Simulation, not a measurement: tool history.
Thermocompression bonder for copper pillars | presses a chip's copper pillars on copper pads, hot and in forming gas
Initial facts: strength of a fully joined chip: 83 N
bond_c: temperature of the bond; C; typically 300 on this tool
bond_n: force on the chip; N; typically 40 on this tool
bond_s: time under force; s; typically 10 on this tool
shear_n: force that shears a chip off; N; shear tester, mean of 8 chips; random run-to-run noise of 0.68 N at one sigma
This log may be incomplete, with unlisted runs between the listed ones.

Run 1, hour 0.0: usual settings. Result: shear_n 58.7 N.
At hour 4.1: forming gas filter changed.
Run 2, hour 25.4: usual settings. Result: shear_n 58.4 N.
Run 3, hour 42.9: usual settings. Result: shear_n 58.0 N.
Run 4, hour 63.2: usual settings. Result: shear_n 57.7 N.
Run 5, hour 79.8: usual settings. Result: shear_n 57.2 N.
Run 6, hour 97.5: usual settings. Result: shear_n 58.4 N.
Run 7, hour 120.2: usual settings but bond_c 321 C. Result: shear_n 67.6 N.
Run 8, hour 135.0: usual settings but bond_c 304 C. Result: shear_n 59.9 N.
Run 9, hour 151.5: usual settings but bond_c 281 C. Result: shear_n 46.3 N.
At hour 161.9: force cell calibrated.
Run 10, hour 174.9: usual settings but bond_c 281 C. Result: shear_n 46.5 N.
Run 11, hour 197.2: usual settings. Result: shear_n 57.3 N.
At hour 212.4: forming gas filter changed.
Run 12, hour 222.0: usual settings. Result: shear_n 57.6 N.
Run 13, hour 247.4: usual settings. Result: shear_n 57.7 N.
Run 14, hour 265.9: usual settings. Result: shear_n 57.3 N.
Run 15, hour 282.5: usual settings. Result: shear_n 57.6 N.
Run 16, hour 296.2: usual settings but bond_c 311 C, bond_n 26 N, bond_s 27 s. Result: shear_n 66.6 N.
Run 17, hour 322.4: usual settings but bond_n 45 N. Result: shear_n 61.0 N.
Run 18, hour 343.2: usual settings but bond_c 310 C, bond_n 51 N, bond_s 16 s. Result: shear_n 73.0 N.
Run 19, hour 366.9: usual settings but bond_c 274 C, bond_n 39 N, bond_s 7 s. Result: shear_n 37.7 N.
Run 20, hour 384.5: usual settings but bond_c 301 C, bond_s 6 s. Result: shear_n 49.5 N.

Forecast run 21:
Run 21, hour 404.3: usual settings but bond_c 330 C, bond_s 6 s. Result: shear_n ?.

shear_n: 64.4 N
The same run, on a tool lacking any hidden state, would have yielded shear_n 64.8 N.

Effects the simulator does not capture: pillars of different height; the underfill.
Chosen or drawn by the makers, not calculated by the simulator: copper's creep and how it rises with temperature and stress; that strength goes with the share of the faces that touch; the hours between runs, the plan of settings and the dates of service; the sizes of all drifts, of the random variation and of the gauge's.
